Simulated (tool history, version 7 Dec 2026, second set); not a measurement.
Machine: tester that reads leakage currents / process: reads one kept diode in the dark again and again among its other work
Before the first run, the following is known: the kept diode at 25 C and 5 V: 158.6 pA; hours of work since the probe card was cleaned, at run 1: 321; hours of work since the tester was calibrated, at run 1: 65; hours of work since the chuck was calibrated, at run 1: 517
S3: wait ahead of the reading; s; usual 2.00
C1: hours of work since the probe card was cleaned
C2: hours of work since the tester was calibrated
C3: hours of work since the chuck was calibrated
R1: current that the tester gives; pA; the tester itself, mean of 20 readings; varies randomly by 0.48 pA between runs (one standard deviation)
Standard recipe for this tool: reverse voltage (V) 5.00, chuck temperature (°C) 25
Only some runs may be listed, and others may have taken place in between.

Run 1, hour 0.0: usual settings; C1 321; C2 65; C3 517. Result: R1 179.84 pA.
Run 2, hour 36.8: usual settings but S3 1.46 s; C1 340; C2 85; C3 536. Result: R1 180.63 pA.
Run 3, hour 69.7: usual settings but reverse voltage (V) 3.23; C1 357; C2 102; C3 553. Result: R1 155.04 pA.
Run 4, hour 93.3: usual settings; C1 370; C2 115; C3 566. Result: R1 181.79 pA.
Run 5, hour 127.2: usual settings; C1 388; C2 132; C3 584. Result: R1 182.25 pA.
Run 6, hour 165.1: usual settings but reverse voltage (V) 6.52; C1 408; C2 152; C3 604. Result: R1 200.53 pA.
Run 7, hour 188.5: usual settings but chuck temperature (°C) 37; C1 420; C2 165; C3 616. Result: R1 457.31 pA.
At hour 210.8: chuck's temperature calibrated.
Run 8, hour 229.8: usual settings but chuck temperature (°C) 21; C1 441; C2 185; C3 10. Result: R1 116.25 pA.
Run 9, hour 269.3: usual settings but chuck temperature (°C) 21; C1 462; C2 206; C3 31. Result: R1 117.46 pA.
Run 10, hour 315.5: usual settings but chuck temperature (°C) 21; C1 486; C2 231; C3 55. Result: R1 117.79 pA.
Run 11, hour 353.7: usual settings but chuck temperature (°C) 21; C1 506; C2 251; C3 75. Result: R1 118.59 pA.
Run 12, hour 376.6: usual settings but chuck temperature (°C) 21; C1 518; C2 263; C3 88. Result: R1 118.69 pA.
Run 13, hour 401.2: usual settings but chuck temperature (°C) 21; C1 531; C2 276; C3 101. Result: R1 118.75 pA.
Run 14, hour 420.5: usual settings but chuck temperature (°C) 21; C1 541; C2 286; C3 111. Result: R1 119.79 pA.
Run 15, hour 462.0: usual settings but chuck temperature (°C) 21; C1 563; C2 308; C3 133. Result: R1 120.17 pA.
Run 16, hour 494.9: usual settings but reverse voltage (V) 2.29; C1 581; C2 325; C3 150. Result: R1 126.24 pA.
Run 17, hour 515.6: usual settings but reverse voltage (V) 3.16; C1 592; C2 336; C3 161. Result: R1 141.42 pA.
Run 18, hour 544.2: usual settings but S3 0.76 s; C1 607; C2 351; C3 176. Result: R1 168.95 pA.
Run 19, hour 577.9: usual settings; C1 625; C2 369; C3 194. Result: R1 167.14 pA.
Run 20, hour 597.2: usual settings; C1 635; C2 379; C3 204. Result: R1 167.93 pA.
Run 21, hour 622.6: usual settings; C1 648; C2 393; C3 217. Result: R1 167.61 pA.
Run 22, hour 642.8: usual settings but reverse voltage (V) 1.76, chuck temperature (°C) 21; C1 659; C2 403; C3 228. Result: R1 84.66 pA.
Run 23, hour 685.4: usual settings but reverse voltage (V) 19.94, chuck temperature (°C) 42, S3 1.23 s; C1 681; C2 426; C3 251. Result: R1 990.29 pA.
Run 24, hour 731.0: usual settings but reverse voltage (V) 19.94, chuck temperature (°C) 42, S3 1.23 s; C1 705; C2 450; C3 275. Result: R1 992.98 pA.
Run 25, hour 755.9: usual settings but reverse voltage (V) 19.94, chuck temperature (°C) 42, S3 1.23 s; C1 718; C2 463; C3 288. Result: R1 989.87 pA.
Run 26, hour 798.3: usual settings but reverse voltage (V) 6.71, chuck temperature (°C) 30, S3 0.47 s; C1 741; C2 486; C3 310. Result: R1 284.94 pA.
Run 27, hour 842.3: usual settings but reverse voltage (V) 1.80, chuck temperature (°C) 52, S3 9.81 s; C1 764; C2 509; C3 333. Result: R1 881.30 pA.
Run 28, hour 881.5: usual settings but reverse voltage (V) 7.88, chuck temperature (°C) 52, S3 5.09 s; C1 785; C2 529; C3 354. Result: R1 1459.46 pA.
Run 29, hour 923.2: usual settings but chuck temperature (°C) 50; C1 807; C2 551; C3 376. Result: R1 1099.11 pA.
Run 30, hour 955.1: usual settings but chuck temperature (°C) 50; C1 824; C2 568; C3 393. Result: R1 1095.53 pA.
Run 31, hour 985.6: usual settings but reverse voltage (V) 19.43, chuck temperature (°C) 31; C1 840; C2 584; C3 409. Result: R1 453.48 pA.
Run 32, hour 1020.1: usual settings but reverse voltage (V) 11.19, chuck temperature (°C) 35, S3 0.47 s; C1 858; C2 603; C3 427. Result: R1 507.49 pA.
Run 33, hour 1040.2: usual settings but reverse voltage (V) 3.06; C1 868; C2 613; C3 438. Result: R1 149.14 pA.
Run 34, hour 1069.6: usual settings but reverse voltage (V) 9.39, chuck temperature (°C) 30; C1 884; C2 629; C3 453. Result: R1 326.38 pA.
Run 35, hour 1110.7: usual settings but S3 5.93 s; C1 906; C2 650; C3 475. Result: R1 177.47 pA.
Run 36, hour 1137.0: usual settings but S3 5.93 s; C1 920; C2 664; C3 489. Result: R1 178.87 pA.
Run 37, hour 1176.2: usual settings but S3 5.93 s; C1 940; C2 685; C3 510. Result: R1 178.63 pA.
Run 38, hour 1217.6: usual settings but chuck temperature (°C) 37, S3 0.50 s; C1 962; C2 707; C3 531. Result: R1 449.40 pA.
Run 39, hour 1239.2: usual settings but reverse voltage (V) 16.76, S3 4.32 s; C1 974; C2 718; C3 543. Result: R1 280.93 pA.
Run 40, hour 1258.7: usual settings but reverse voltage (V) 16.76, S3 4.32 s; C1 984; C2 729; C3 553. Result: R1 281.55 pA.
Run 41, hour 1284.5: usual settings but reverse voltage (V) 16.76, chuck temperature (°C) 58, S3 4.63 s; C1 997; C2 742; C3 567. Result: R1 2907.15 pA.

How would selected steps in R1 from run to run divide? Give the signed amount a tool lacking its hidden state would still show from settings, what came in and random variation, and the signed amount left for the hidden state, including any gauge scatter that is not in both of the compared results.
What the log doesn't record here: stray current of the dirty probe card, pA a volt; current scale over the true one, %; true chuck temperature over the reading, C; drift of the gauge itself on leakage_pa, %.
Run 7 -> 8: chuck temperature (°C) 37 -> 21, chuck's temperature calibrated. R1 -341.06 pA: hidden state -51.50, all else -289.56.
Run 22 -> 23: reverse voltage (V) 1.76 -> 19.94, chuck temperature (°C) 21 -> 42, S3 2.00 -> 1.23. R1 +905.63 pA: hidden state +43.91, all else +861.72.
Run 25 -> 26: reverse voltage (V) 19.94 -> 6.71, chuck temperature (°C) 42 -> 30, S3 1.23 -> 0.47. R1 -704.93 pA: hidden state -36.56, all else -668.37.
Run 40 -> 41: chuck temperature (°C) 25 -> 58, S3 4.32 -> 4.63. R1 +2625.60 pA: hidden state +210.74, all else +2414.86.
